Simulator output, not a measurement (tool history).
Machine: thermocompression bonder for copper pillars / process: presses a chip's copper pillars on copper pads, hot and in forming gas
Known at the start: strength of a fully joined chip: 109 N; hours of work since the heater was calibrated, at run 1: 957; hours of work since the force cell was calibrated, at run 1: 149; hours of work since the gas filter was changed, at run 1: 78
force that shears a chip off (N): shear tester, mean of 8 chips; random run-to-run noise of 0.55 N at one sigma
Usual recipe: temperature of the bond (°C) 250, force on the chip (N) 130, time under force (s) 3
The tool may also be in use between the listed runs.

run,hour,temperature of the bond (°C),force on the chip (N),time under force (s),hours of work since the heater was calibrated,hours of work since the force cell was calibrated,hours of work since the gas filter was changed,force that shears a chip off (N)
1,0,250,130,3,957,149,78,44.1
2,9.2,250,130,3,960,153,82,43.3
3,19.8,250,130,2,965,157,86,37.9
4,24.7,250,130,3,967,159,88,42.8
5,34.6,250,130,3,971,163,92,42.2
6,44.5,250,130,7,975,167,96,59.2
7,50.2,250,130,7,977,169,98,56.4
8,57.9,250,130,3,980,173,101,42.6
9,67.3,250,130,3,984,176,105,42.7
10,78.2,250,130,3,988,181,109,42.5
11,90,250,130,3,993,185,114,42.4
12,95,250,130,3,995,188,116,41.9
13,104.5,250,130,3,999,191,120,42.7
14,115.4,250,130,3,1003,196,124,42.5
# hour 118.2: heater calibrated with a thermocouple chip
15,128.3,271,130,3,4,200,129,59.7
16,139.4,250,130,3,9,205,133,44.2
17,147,250,130,3,12,208,136,44.7
18,157.4,250,130,3,16,212,141,43.8
19,167.1,250,130,4,20,216,145,49.2
20,173.3,250,130,4,22,218,147,49.1
21,182.6,250,166,7,26,222,151,71.1
# hour 189.7: heater calibrated with a thermocouple chip, once more
22,191,250,115,2,1,225,153,28.7
23,198,224,83,3,3,227,156,12.8
24,205.7,227,98,5,6,231,159,22.2
25,211,253,146,4,9,233,161,50.1
26,220.1,241,95,2,12,236,165,18.4
27,226.3,272,162,6,15,239,168,76.8
28,237.4,272,162,6,19,243,172,78
29,248.1,262,93,3,24,248,176,33.9
30,255,250,95,2,26,251,179,22.6
31,260.4,230,130,3,29,253,181,25.9
32,266.8,266,146,3,31,255,184,54.6
33,277.9,266,146,3,36,260,188,54.7
34,285.9,254,78,4,39,263,192,26.8
35,295.9,254,103,3,43,267,196,31.1
36,304.6,254,103,3,46,271,199,32.4
37,313.9,252,157,4,50,274,203,52.2
38,325.3,250,122,4,55,279,208,38.9
39,335.3,256,122,4,59,283,212,43.3

4 options for the next run, each taken on its own from the tool as it stands now. Forecast them:
A,341.7,250,135,2,61,286,214,?
B,341.7,238,130,3,61,286,214,?
C,341.7,259,169,3,61,286,214,?
D,341.7,243,182,3,61,286,214,?

run,force that shears a chip off (N)
A,33.3
B,30.2
C,55.5
D,45.3
With no hidden state in the tool, these same runs would have given:
run,force that shears a chip off (N)
A,36
B,32.7
C,60.2
D,49.1
